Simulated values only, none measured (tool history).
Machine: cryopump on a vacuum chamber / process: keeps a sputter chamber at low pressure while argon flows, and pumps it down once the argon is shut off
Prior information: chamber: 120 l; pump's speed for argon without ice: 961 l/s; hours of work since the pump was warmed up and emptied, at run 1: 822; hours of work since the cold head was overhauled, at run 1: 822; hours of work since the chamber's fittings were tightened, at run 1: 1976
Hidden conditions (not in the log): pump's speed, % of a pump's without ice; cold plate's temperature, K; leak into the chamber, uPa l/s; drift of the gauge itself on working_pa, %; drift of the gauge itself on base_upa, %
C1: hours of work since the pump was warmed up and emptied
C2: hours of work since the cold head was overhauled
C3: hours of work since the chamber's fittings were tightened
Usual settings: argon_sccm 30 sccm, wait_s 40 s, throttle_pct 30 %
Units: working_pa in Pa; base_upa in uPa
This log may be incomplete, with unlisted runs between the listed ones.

{"run": 1, "hour": 0.0, "argon_sccm": 30, "wait_s": 40, "throttle_pct": 30, "C1": 822, "C2": 822, "C3": 1976, "working_pa": 0.1952, "base_upa": 4.11}
{"run": 2, "hour": 27.4, "argon_sccm": 30, "wait_s": 277, "throttle_pct": 30, "C1": 839, "C2": 839, "C3": 1994, "working_pa": 0.1942, "base_upa": 2.53}
{"hour": 73.8, "done": "pump warmed up, emptied and cooled again"}
{"run": 3, "hour": 83.0, "argon_sccm": 30, "wait_s": 277, "throttle_pct": 30, "C1": 6, "C2": 872, "C3": 2026, "working_pa": 0.1755, "base_upa": 1.93}
{"run": 4, "hour": 132.5, "argon_sccm": 30, "wait_s": 277, "throttle_pct": 30, "C1": 38, "C2": 903, "C3": 2058, "working_pa": 0.176, "base_upa": 1.98}
{"run": 5, "hour": 187.7, "argon_sccm": 30, "wait_s": 40, "throttle_pct": 37, "C1": 73, "C2": 938, "C3": 2093, "working_pa": 0.1449, "base_upa": 3.55}
{"run": 6, "hour": 224.4, "argon_sccm": 30, "wait_s": 40, "throttle_pct": 37, "C1": 96, "C2": 962, "C3": 2117, "working_pa": 0.1451, "base_upa": 3.46}
{"run": 7, "hour": 278.4, "argon_sccm": 34, "wait_s": 40, "throttle_pct": 30, "C1": 131, "C2": 996, "C3": 2151, "working_pa": 0.2029, "base_upa": 3.64}
{"run": 8, "hour": 320.4, "argon_sccm": 24, "wait_s": 40, "throttle_pct": 30, "C1": 158, "C2": 1023, "C3": 2178, "working_pa": 0.1441, "base_upa": 3.77}
{"run": 9, "hour": 375.1, "argon_sccm": 27, "wait_s": 40, "throttle_pct": 30, "C1": 193, "C2": 1058, "C3": 2213, "working_pa": 0.1616, "base_upa": 3.63}
{"run": 10, "hour": 423.2, "argon_sccm": 27, "wait_s": 40, "throttle_pct": 30, "C1": 223, "C2": 1089, "C3": 2244, "working_pa": 0.1622, "base_upa": 3.71}
{"run": 11, "hour": 474.0, "argon_sccm": 30, "wait_s": 40, "throttle_pct": 30, "C1": 256, "C2": 1121, "C3": 2276, "working_pa": 0.18, "base_upa": 3.83}
{"run": 12, "hour": 499.0, "argon_sccm": 30, "wait_s": 40, "throttle_pct": 30, "C1": 272, "C2": 1137, "C3": 2292, "working_pa": 0.18, "base_upa": 3.86}
{"run": 13, "hour": 537.7, "argon_sccm": 30, "wait_s": 40, "throttle_pct": 30, "C1": 296, "C2": 1162, "C3": 2317, "working_pa": 0.1817, "base_upa": 3.9}
{"run": 14, "hour": 570.8, "argon_sccm": 30, "wait_s": 40, "throttle_pct": 30, "C1": 318, "C2": 1183, "C3": 2338, "working_pa": 0.1836, "base_upa": 3.97}
{"run": 15, "hour": 620.5, "argon_sccm": 19, "wait_s": 40, "throttle_pct": 19, "C1": 349, "C2": 1215, "C3": 2370, "working_pa": 0.1797, "base_upa": 3.88}
{"run": 16, "hour": 668.9, "argon_sccm": 24, "wait_s": 40, "throttle_pct": 19, "C1": 380, "C2": 1246, "C3": 2401, "working_pa": 0.2288, "base_upa": 4.01}

Predict the results of run 17:
{"run": 17, "hour": 698.0, "argon_sccm": 24, "wait_s": 40, "throttle_pct": 19, "C1": 399, "C2": 1265, "C3": 2419, "working_pa": "?", "base_upa": "?"}

working_pa: 0.2300 Pa
base_upa: 4.04 uPa
With no hidden state in the tool, this same run would have given working_pa 0.2228 Pa, base_upa 2.10 uPa.

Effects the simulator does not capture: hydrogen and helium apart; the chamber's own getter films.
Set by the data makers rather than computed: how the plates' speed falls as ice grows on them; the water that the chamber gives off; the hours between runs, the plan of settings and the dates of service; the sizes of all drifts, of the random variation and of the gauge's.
